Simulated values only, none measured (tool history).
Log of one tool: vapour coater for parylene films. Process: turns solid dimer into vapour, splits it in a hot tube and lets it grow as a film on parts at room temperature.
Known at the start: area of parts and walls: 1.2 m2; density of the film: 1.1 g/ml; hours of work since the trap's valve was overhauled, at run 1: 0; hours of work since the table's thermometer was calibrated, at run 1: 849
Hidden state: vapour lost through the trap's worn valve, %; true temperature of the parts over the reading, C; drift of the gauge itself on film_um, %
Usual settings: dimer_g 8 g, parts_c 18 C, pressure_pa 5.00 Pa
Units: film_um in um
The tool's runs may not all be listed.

run,day,dimer_g,parts_c,pressure_pa,hours of work since the trap's valve was overhauled,hours of work since the table's thermometer was calibrated,film_um
1,0.000,8,18,5.00,0,849,4.58
2,1.350,8,18,2.18,25,874,5.02
3,2.629,8,18,2.18,49,898,5.00
4,3.617,8,18,2.18,67,916,5.01
5,4.458,8,18,2.18,82,931,4.98
6,5.508,8,18,5.00,102,951,4.56
7,6.258,6,18,5.00,116,965,3.35
8,6.954,6,18,5.00,128,978,3.36
9,7.946,6,18,5.00,147,996,3.36
10,8.892,8,18,5.00,164,1013,4.44
11,10.283,8,11,5.00,190,1039,5.01
12,11.304,4,18,5.00,209,1058,2.22
13,12.158,8,18,5.00,225,1074,4.43
14,12.988,8,18,5.00,240,1089,4.35
# day 13.925: table's thermometer calibrated
15,14.154,8,18,5.00,261,4,4.34
16,15.000,8,18,5.00,276,20,4.24
17,15.862,8,18,5.00,292,36,4.29
18,16.875,8,18,5.00,311,55,4.24
19,17.875,8,18,5.00,330,73,4.23
20,19.021,8,27,5.00,351,94,3.61
21,20.171,8,27,5.00,372,115,3.63
# day 20.754: trap's valve overhauled
22,21.542,8,27,5.00,15,138,3.83
23,22.638,9,28,9.60,35,158,3.92
24,23.529,9,28,9.60,51,174,3.92
25,24.942,6,18,4.01,77,200,3.38
26,26.354,4,25,6.38,103,227,1.91
27,27.404,7,18,5.00,123,246,3.83
28,28.583,7,27,7.36,145,268,3.16
29,29.367,5,12,2.84,159,282,3.25
30,30.721,10,23,2.73,184,307,5.31
31,31.467,10,23,2.73,198,321,5.34
32,32.538,10,23,2.73,218,341,5.30
33,33.729,8,10,10.39,240,363,4.53
34,34.608,8,14,3.80,256,379,4.76
35,35.442,9,14,2.14,271,395,5.68
36,36.546,8,21,8.00,292,415,3.89
37,37.483,8,21,8.00,309,432,3.83
38,38.833,10,11,5.44,334,457,5.99
39,39.746,10,28,3.93,351,474,4.56
40,41.067,8,15,11.82,375,498,4.02
# day 41.483: trap's valve overhauled
41,42.204,8,15,11.82,13,516,4.36
42,43.467,13,27,2.48,37,540,6.85
43,44.783,8,19,5.00,61,564,4.37

Forecast each of these 5 alternatives for the next run:
A,45.462,3,26,5.00,74,577,?
B,45.462,5,11,5.00,74,577,?
C,45.462,7,19,5.00,74,577,?
D,45.462,8,14,2.68,74,577,?
E,45.462,8,19,2.81,74,577,?

run,film_um
A,1.46
B,3.15
C,3.85
D,5.16
E,4.72
Without the tool's hidden state the same runs would have given:
run,film_um
A,1.47
B,3.17
C,3.87
D,5.19
E,4.75
